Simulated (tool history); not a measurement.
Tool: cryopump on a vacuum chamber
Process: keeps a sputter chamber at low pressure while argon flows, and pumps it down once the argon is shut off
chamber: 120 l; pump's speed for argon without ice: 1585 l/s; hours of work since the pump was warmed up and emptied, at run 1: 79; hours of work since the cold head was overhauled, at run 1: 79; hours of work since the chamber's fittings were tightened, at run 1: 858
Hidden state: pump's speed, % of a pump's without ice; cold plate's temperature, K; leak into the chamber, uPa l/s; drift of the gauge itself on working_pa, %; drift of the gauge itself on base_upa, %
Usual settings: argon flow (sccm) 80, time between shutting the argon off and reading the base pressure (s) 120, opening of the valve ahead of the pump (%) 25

| run | day | argon flow (sccm) | time between shutting the argon off and reading the base pressure (s) | opening of the valve ahead of the pump (%) | hours of work since the pump was warmed up and emptied | hours of work since the cold head was overhauled | hours of work since the chamber's fittings were tightened | pressure while argon flows (Pa) | pressure after the wait (uPa) |
|---|---|---|---|---|---|---|---|---|---|
| 1 | 0.000 | 80 | 120 | 25 | 79 | 79 | 858 | 0.3458 | 0.81 |
| 2 | 1.262 | 80 | 120 | 25 | 98 | 98 | 877 | 0.3448 | 0.83 |
| 3 | 3.125 | 80 | 120 | 25 | 126 | 126 | 906 | 0.3480 | 0.82 |
| 4 | 4.283 | 80 | 120 | 25 | 144 | 144 | 923 | 0.3482 | 0.82 |
| 5 | 5.525 | 80 | 120 | 25 | 162 | 162 | 942 | 0.3466 | 0.81 |
| 6 | 6.438 | 80 | 120 | 25 | 176 | 176 | 955 | 0.3469 | 0.86 |
| 7 | 8.342 | 80 | 120 | 25 | 205 | 205 | 984 | 0.3518 | 0.86 |
| 8 | 9.321 | 80 | 120 | 25 | 220 | 220 | 999 | 0.3535 | 0.87 |
| 9 | 10.904 | 38 | 120 | 25 | 243 | 243 | 1023 | 0.1683 | 0.86 |
| 10 | 12.404 | 38 | 120 | 25 | 266 | 266 | 1045 | 0.1668 | 0.90 |
| 11 | 14.233 | 38 | 120 | 25 | 294 | 294 | 1073 | 0.1685 | 0.89 |
| 12 | 16.054 | 80 | 120 | 25 | 321 | 321 | 1100 | 0.3609 | 0.85 |
| 13 | 17.100 | 80 | 120 | 25 | 337 | 337 | 1116 | 0.3551 | 0.92 |
| 14 | 17.942 | 80 | 120 | 25 | 349 | 349 | 1129 | 0.3604 | 0.90 |
| 15 | 19.854 | 80 | 120 | 25 | 378 | 378 | 1157 | 0.3631 | 0.92 |
| 16 | 21.562 | 80 | 120 | 25 | 404 | 404 | 1183 | 0.3625 | 1.00 |
|  | 22.892 | pump warmed up, emptied and cooled again |
| 17 | 23.104 | 80 | 44 | 25 | 3 | 424 | 1203 | 0.3397 | 1.60 |
| 18 | 24.375 | 80 | 44 | 25 | 22 | 443 | 1222 | 0.3425 | 1.65 |
| 19 | 25.804 | 157 | 116 | 25 | 44 | 465 | 1244 | 0.6772 | 0.90 |
| 20 | 27.588 | 80 | 41 | 40 | 71 | 491 | 1271 | 0.2175 | 1.67 |
| 21 | 29.462 | 148 | 55 | 46 | 99 | 520 | 1299 | 0.3524 | 1.42 |
| 22 | 31.246 | 81 | 120 | 25 | 126 | 547 | 1326 | 0.3522 | 0.88 |
| 23 | 32.662 | 46 | 120 | 25 | 147 | 568 | 1347 | 0.2014 | 0.93 |
| 24 | 34.112 | 159 | 104 | 24 | 169 | 590 | 1369 | 0.7255 | 0.97 |
| 25 | 35.362 | 159 | 104 | 24 | 188 | 609 | 1388 | 0.7272 | 1.01 |
| 26 | 37.175 | 159 | 104 | 24 | 215 | 636 | 1415 | 0.7282 | 1.00 |
| 27 | 38.892 | 159 | 104 | 24 | 241 | 662 | 1441 | 0.7354 | 1.01 |
| 28 | 39.900 | 159 | 104 | 24 | 256 | 677 | 1456 | 0.7348 | 1.03 |
| 29 | 41.117 | 80 | 120 | 45 | 274 | 695 | 1474 | 0.2055 | 0.97 |
| 30 | 42.062 | 62 | 115 | 16 | 289 | 709 | 1489 | 0.4251 | 0.98 |
| 31 | 43.296 | 62 | 227 | 58 | 307 | 728 | 1507 | 0.1268 | 0.74 |
| 32 | 44.667 | 62 | 227 | 58 | 328 | 749 | 1528 | 0.1273 | 0.74 |
| 33 | 45.888 | 58 | 145 | 52 | 346 | 767 | 1546 | 0.1316 | 0.96 |
| 34 | 47.033 | 37 | 126 | 32 | 363 | 784 | 1563 | 0.1322 | 0.97 |
| 35 | 48.667 | 37 | 126 | 32 | 388 | 809 | 1588 | 0.1340 | 1.00 |

Hidden state at the last listed run before each entry between runs and at the first one after, where it differs:
Between runs 16 and 17: pump warmed up, emptied and cooled again (day 22.892)
  pump's speed, % of a pump's without ice: 80.5 -> 99.2; cold plate's temperature, K: 12.29 -> 12.3; leak into the chamber, uPa l/s: 622 -> 627
  measured less the result without the state, pressure while argon flows (Pa): +0.0213 -> +0.0012; pressure after the wait (uPa): +0.31 -> +0.22

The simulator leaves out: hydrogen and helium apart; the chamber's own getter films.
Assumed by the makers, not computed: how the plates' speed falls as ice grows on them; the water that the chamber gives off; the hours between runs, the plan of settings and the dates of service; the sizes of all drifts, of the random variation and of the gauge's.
